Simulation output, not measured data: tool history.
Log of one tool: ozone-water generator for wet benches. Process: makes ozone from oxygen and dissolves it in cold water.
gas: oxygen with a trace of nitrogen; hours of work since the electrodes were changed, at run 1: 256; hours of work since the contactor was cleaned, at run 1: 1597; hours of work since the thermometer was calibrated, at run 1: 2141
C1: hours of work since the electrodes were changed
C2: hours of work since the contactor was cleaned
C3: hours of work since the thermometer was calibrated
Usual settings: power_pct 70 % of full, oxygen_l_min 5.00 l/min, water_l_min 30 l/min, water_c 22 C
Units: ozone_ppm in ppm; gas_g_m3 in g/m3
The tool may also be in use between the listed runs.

{"run": 1, "day": 0.0, "power_pct": 70, "oxygen_l_min": 5.0, "water_l_min": 30, "water_c": 22, "C1": 256, "C2": 1597, "C3": 2141, "ozone_ppm": 13.8, "gas_g_m3": 158.6}
{"run": 2, "day": 1.267, "power_pct": 70, "oxygen_l_min": 5.0, "water_l_min": 22, "water_c": 22, "C1": 275, "C2": 1616, "C3": 2160, "ozone_ppm": 17.7, "gas_g_m3": 160.2}
{"run": 3, "day": 2.283, "power_pct": 70, "oxygen_l_min": 5.0, "water_l_min": 30, "water_c": 22, "C1": 290, "C2": 1630, "C3": 2175, "ozone_ppm": 13.5, "gas_g_m3": 161.1}
{"run": 4, "day": 4.596, "power_pct": 70, "oxygen_l_min": 5.0, "water_l_min": 30, "water_c": 22, "C1": 323, "C2": 1664, "C3": 2208, "ozone_ppm": 13.7, "gas_g_m3": 158.1}
{"run": 5, "day": 6.458, "power_pct": 70, "oxygen_l_min": 5.0, "water_l_min": 30, "water_c": 22, "C1": 351, "C2": 1691, "C3": 2236, "ozone_ppm": 13.6, "gas_g_m3": 159.6}
{"run": 6, "day": 8.804, "power_pct": 81, "oxygen_l_min": 5.0, "water_l_min": 20, "water_c": 17, "C1": 385, "C2": 1726, "C3": 2270, "ozone_ppm": 22.3, "gas_g_m3": 173.5}
{"run": 7, "day": 11.142, "power_pct": 81, "oxygen_l_min": 5.0, "water_l_min": 20, "water_c": 17, "C1": 419, "C2": 1760, "C3": 2304, "ozone_ppm": 22.0, "gas_g_m3": 171.1}
{"run": 8, "day": 13.238, "power_pct": 51, "oxygen_l_min": 3.67, "water_l_min": 19, "water_c": 26, "C1": 449, "C2": 1790, "C3": 2334, "ozone_ppm": 14.7, "gas_g_m3": 148.6}
{"run": 9, "day": 14.762, "power_pct": 51, "oxygen_l_min": 3.67, "water_l_min": 19, "water_c": 26, "C1": 472, "C2": 1812, "C3": 2357, "ozone_ppm": 14.3, "gas_g_m3": 148.8}
{"run": 10, "day": 17.083, "power_pct": 60, "oxygen_l_min": 4.05, "water_l_min": 33, "water_c": 16, "C1": 506, "C2": 1846, "C3": 2391, "ozone_ppm": 11.2, "gas_g_m3": 156.7}

Forecast each of these 4 alternatives for the next run:
{"run": "A", "day": 19.0, "power_pct": 94, "oxygen_l_min": 6.14, "water_l_min": 33, "water_c": 23, "C1": 534, "C2": 1874, "C3": 2419, "ozone_ppm": "?", "gas_g_m3": "?"}
{"run": "B", "day": 19.0, "power_pct": 60, "oxygen_l_min": 7.17, "water_l_min": 33, "water_c": 27, "C1": 534, "C2": 1874, "C3": 2419, "ozone_ppm": "?", "gas_g_m3": "?"}
{"run": "C", "day": 19.0, "power_pct": 83, "oxygen_l_min": 5.0, "water_l_min": 19, "water_c": 22, "C1": 534, "C2": 1874, "C3": 2419, "ozone_ppm": "?", "gas_g_m3": "?"}
{"run": "D", "day": 19.0, "power_pct": 40, "oxygen_l_min": 5.0, "water_l_min": 26, "water_c": 28, "C1": 534, "C2": 1874, "C3": 2419, "ozone_ppm": "?", "gas_g_m3": "?"}

run=A ozone_ppm=15.2 gas_g_m3=174.3
run=B ozone_ppm=11.3 gas_g_m3=127.3
run=C ozone_ppm=21.8 gas_g_m3=174.6
run=D ozone_ppm=10.3 gas_g_m3=115.8
Without the tool's hidden state the same runs would have given:
run=A ozone_ppm=16.1 gas_g_m3=179.3
run=B ozone_ppm=11.9 gas_g_m3=130.2
run=C ozone_ppm=22.8 gas_g_m3=179.2
run=D ozone_ppm=10.7 gas_g_m3=117.7
